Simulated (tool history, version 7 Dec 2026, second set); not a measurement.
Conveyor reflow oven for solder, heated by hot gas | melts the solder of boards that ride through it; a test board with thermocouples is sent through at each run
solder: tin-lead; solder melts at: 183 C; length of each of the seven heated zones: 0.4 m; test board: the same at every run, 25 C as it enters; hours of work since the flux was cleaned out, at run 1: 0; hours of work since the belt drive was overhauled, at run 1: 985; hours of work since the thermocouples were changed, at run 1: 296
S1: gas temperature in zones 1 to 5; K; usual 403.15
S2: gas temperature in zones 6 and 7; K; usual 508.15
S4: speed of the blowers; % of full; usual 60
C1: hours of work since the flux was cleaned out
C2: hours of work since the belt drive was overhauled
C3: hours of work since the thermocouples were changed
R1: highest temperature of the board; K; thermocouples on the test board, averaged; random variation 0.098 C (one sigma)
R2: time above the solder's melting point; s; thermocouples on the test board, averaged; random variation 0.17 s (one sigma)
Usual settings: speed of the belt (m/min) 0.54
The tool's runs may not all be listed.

Run 1, hour 0: usual settings; C1 0; C2 985; C3 296. Result: R1 490.22 K, R2 64.2 s.
Run 2, hour 34.1: usual settings; C1 25; C2 1010; C3 321. Result: R1 490.04 K, R2 63.8 s.
Run 3, hour 74.5: usual settings; C1 55; C2 1040; C3 351. Result: R1 489.83 K, R2 63.6 s.
Run 4, hour 107.8: usual settings; C1 80; C2 1065; C3 376. Result: R1 489.79 K, R2 63.4 s.
Run 5, hour 146.7: usual settings; C1 108; C2 1094; C3 404. Result: R1 489.62 K, R2 63.4 s.
Run 6, hour 166.6: usual settings; C1 123; C2 1108; C3 419. Result: R1 489.61 K, R2 63.4 s.
Run 7, hour 191.7: usual settings; C1 142; C2 1127; C3 438. Result: R1 489.56 K, R2 63.2 s.
At hour 199.1: flux residue cleaned out of gas plates and filters.
Run 8, hour 230: usual settings; C1 23; C2 1151; C3 462. Result: R1 488.49 K, R2 61.9 s.
Run 9, hour 275.2: usual settings but S1 409.15 K; C1 56; C2 1185; C3 496. Result: R1 489.48 K, R2 65.4 s.
Run 10, hour 313.2: usual settings but S2 512.15 K, S4 71 % of full; C1 84; C2 1213; C3 524. Result: R1 493.71 K, R2 67 s.
Run 11, hour 338.1: usual settings but S2 512.15 K, S4 71 % of full; C1 103; C2 1231; C3 542. Result: R1 493.45 K, R2 66.6 s.
Run 12, hour 373.3: usual settings but S2 512.15 K, S4 71 % of full; C1 129; C2 1257; C3 568. Result: R1 493.23 K, R2 66.6 s.
Run 13, hour 412.6: usual settings but S1 415.15 K, S2 512.15 K, speed of the belt (m/min) 0.474, S4 77 % of full; C1 158; C2 1286; C3 597. Result: R1 499.95 K, R2 88.1 s.
At hour 424.2: flux residue cleaned out of gas plates and filters.
At hour 434.7: flux residue cleaned out of gas plates and filters, once more.
Run 14, hour 465.6: usual settings but S1 416.15 K, S2 512.15 K, speed of the belt (m/min) 0.474, S4 80 % of full; C1 23; C2 1318; C3 629. Result: R1 502.83 K, R2 91.1 s.
Run 15, hour 499.5: usual settings but S1 396.15 K, S2 510.15 K, speed of the belt (m/min) 0.595, S4 79 % of full; C1 48; C2 1343; C3 654. Result: R1 491.25 K, R2 56.9 s.
Run 16, hour 547.3: usual settings but S1 397.15 K, S2 510.15 K, speed of the belt (m/min) 0.541, S4 57 % of full; C1 83; C2 1378; C3 689. Result: R1 489.85 K, R2 61.6 s.

How the hidden state differs across the entries between the runs, from the last listed run before each to the first after it:
Between runs 7 and 8: flux residue cleaned out of gas plates and filters (hour 199.1)
  heat that the gas passes to the board, % of a clean oven's: 95 -> 91.9; belt's true speed, % of the reading: 98.35 -> 98.31; true gas temperature in zones 6 and 7 over the reading, C: 0.64 -> 0.69
  measured less the result without the state, R1: -0.23 -> -1.07 K; R2: +0.7 -> -0.4 s
Between runs 13 and 14: flux residue cleaned out of gas plates and filters (hour 424.2); flux residue cleaned out of gas plates and filters, once more (hour 434.7)
  heat that the gas passes to the board, % of a clean oven's: 87.8 -> 98.2; belt's true speed, % of the reading: 98.11 -> 98.06; true gas temperature in zones 6 and 7 over the reading, C: 0.92 -> 0.98
  measured less the result without the state, R1: -1.52 -> +0.99 K; R2: +0.2 -> +2.4 s
